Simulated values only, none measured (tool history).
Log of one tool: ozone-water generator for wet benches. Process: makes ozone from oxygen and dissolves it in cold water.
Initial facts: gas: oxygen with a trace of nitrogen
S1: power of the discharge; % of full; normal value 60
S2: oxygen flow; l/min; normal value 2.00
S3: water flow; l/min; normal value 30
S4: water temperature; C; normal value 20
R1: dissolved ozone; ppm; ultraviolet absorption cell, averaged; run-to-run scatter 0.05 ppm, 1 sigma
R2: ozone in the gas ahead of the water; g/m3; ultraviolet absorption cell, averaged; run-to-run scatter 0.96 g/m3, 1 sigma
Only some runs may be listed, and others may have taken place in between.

{"run": 1, "hour": 0.0, "S1": 60, "S2": 2.0, "S3": 30, "S4": 20, "R1": 6.79, "R2": 164.6}
{"run": 2, "hour": 72.9, "S1": 60, "S2": 2.0, "S3": 30, "S4": 16, "R1": 6.79, "R2": 165.2}
{"hour": 130.0, "done": "contactor cleaned"}
{"hour": 143.7, "done": "water thermometer calibrated"}
{"run": 3, "hour": 150.5, "S1": 60, "S2": 2.0, "S3": 30, "S4": 16, "R1": 6.94, "R2": 162.1}
{"run": 4, "hour": 197.4, "S1": 60, "S2": 2.0, "S3": 30, "S4": 16, "R1": 7.03, "R2": 165.1}
{"run": 5, "hour": 274.5, "S1": 60, "S2": 2.0, "S3": 30, "S4": 16, "R1": 6.83, "R2": 163.4}
{"run": 6, "hour": 350.6, "S1": 60, "S2": 2.0, "S3": 30, "S4": 20, "R1": 6.75, "R2": 162.7}
{"run": 7, "hour": 442.3, "S1": 60, "S2": 2.0, "S3": 30, "S4": 20, "R1": 6.78, "R2": 163.1}
{"run": 8, "hour": 544.2, "S1": 60, "S2": 2.0, "S3": 48, "S4": 19, "R1": 4.1, "R2": 165.6}
{"run": 9, "hour": 647.2, "S1": 60, "S2": 2.0, "S3": 39, "S4": 22, "R1": 5.05, "R2": 163.9}
{"run": 10, "hour": 739.4, "S1": 60, "S2": 1.4, "S3": 30, "S4": 20, "R1": 6.13, "R2": 197.6}
{"run": 11, "hour": 803.1, "S1": 72, "S2": 2.0, "S3": 20, "S4": 12, "R1": 12.43, "R2": 194.1}

What if the next run were any one of these 5? Each begins from the tool's condition after run 11:
{"run": "A", "hour": 898.6, "S1": 72, "S2": 2.0, "S3": 45, "S4": 12, "R1": "?", "R2": "?"}
{"run": "B", "hour": 898.6, "S1": 57, "S2": 2.02, "S3": 20, "S4": 15, "R1": "?", "R2": "?"}
{"run": "C", "hour": 898.6, "S1": 81, "S2": 1.05, "S3": 20, "S4": 12, "R1": "?", "R2": "?"}
{"run": "D", "hour": 898.6, "S1": 60, "S2": 2.0, "S3": 24, "S4": 18, "R1": "?", "R2": "?"}
{"run": "E", "hour": 898.6, "S1": 60, "S2": 1.26, "S3": 38, "S4": 23, "R1": "?", "R2": "?"}

run=A R1=5.41 R2=194.9
run=B R1=9.96 R2=155.6
run=C R1=11.36 R2=303.5
run=D R1=8.56 R2=163.1
run=E R1=4.47 R2=211.7
Stripped of hidden state, with their random variation kept, the same runs would have yielded:
run=A R1=5.42 R2=195.3
run=B R1=9.98 R2=155.8
run=C R1=11.38 R2=304.0
run=D R1=8.58 R2=163.3
run=E R1=4.48 R2=212.0
